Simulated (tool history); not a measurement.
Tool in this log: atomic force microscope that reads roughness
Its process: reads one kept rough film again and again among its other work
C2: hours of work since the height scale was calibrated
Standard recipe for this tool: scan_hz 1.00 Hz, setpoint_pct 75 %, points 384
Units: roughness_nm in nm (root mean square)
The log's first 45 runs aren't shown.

Run 46, hour 1776.7: usual settings but scan_hz 2.47 Hz, setpoint_pct 55 %, points 676; pictures with this tip 223; C2 438. Result: roughness_nm 0.595 nm (root mean square).
Run 47, hour 1808.2: usual settings but scan_hz 1.12 Hz, setpoint_pct 71 %, points 867; pictures with this tip 267; C2 456. Result: roughness_nm 0.591 nm (root mean square).
Run 48, hour 1852.7: usual settings but scan_hz 1.03 Hz, setpoint_pct 90 %, points 945; pictures with this tip 330; C2 480. Result: roughness_nm 0.543 nm (root mean square).
At hour 1862.5: new tip fitted.
Run 49, hour 1902.1: usual settings but scan_hz 1.03 Hz, setpoint_pct 90 %, points 525; pictures with this tip 56; C2 507. Result: roughness_nm 0.559 nm (root mean square).
Run 50, hour 1938.4: usual settings but scan_hz 1.03 Hz, setpoint_pct 72 %, points 525; pictures with this tip 107; C2 527. Result: roughness_nm 0.593 nm (root mean square).
Run 51, hour 1987.8: usual settings but scan_hz 1.04 Hz, setpoint_pct 73 %, points 498; pictures with this tip 176; C2 554. Result: roughness_nm 0.592 nm (root mean square).
Run 52, hour 2014.7: usual settings but scan_hz 2.87 Hz, setpoint_pct 73 %, points 422; pictures with this tip 214; C2 569. Result: roughness_nm 0.540 nm (root mean square).
Run 53, hour 2063.6: usual settings but scan_hz 2.39 Hz, points 981; pictures with this tip 283; C2 596. Result: roughness_nm 0.542 nm (root mean square).

What if the next run were any one of these 3? Each begins from the tool's condition after run 53:
Run A, hour 2085.4: usual settings but scan_hz 2.39 Hz, points 305; pictures with this tip 314; C2 608. Result: roughness_nm ?.
Run B, hour 2085.4: usual settings but scan_hz 2.82 Hz, points 613; pictures with this tip 314; C2 608. Result: roughness_nm ?.
Run C, hour 2085.4: usual settings but scan_hz 0.93 Hz, setpoint_pct 81 %, points 984; pictures with this tip 314; C2 608. Result: roughness_nm ?.

run  roughness_nm
  A         0.532
  B         0.526
  C         0.575
What these runs would have given with no unlogged condition in the tool:
run  roughness_nm
  A         0.547
  B         0.540
  C         0.591

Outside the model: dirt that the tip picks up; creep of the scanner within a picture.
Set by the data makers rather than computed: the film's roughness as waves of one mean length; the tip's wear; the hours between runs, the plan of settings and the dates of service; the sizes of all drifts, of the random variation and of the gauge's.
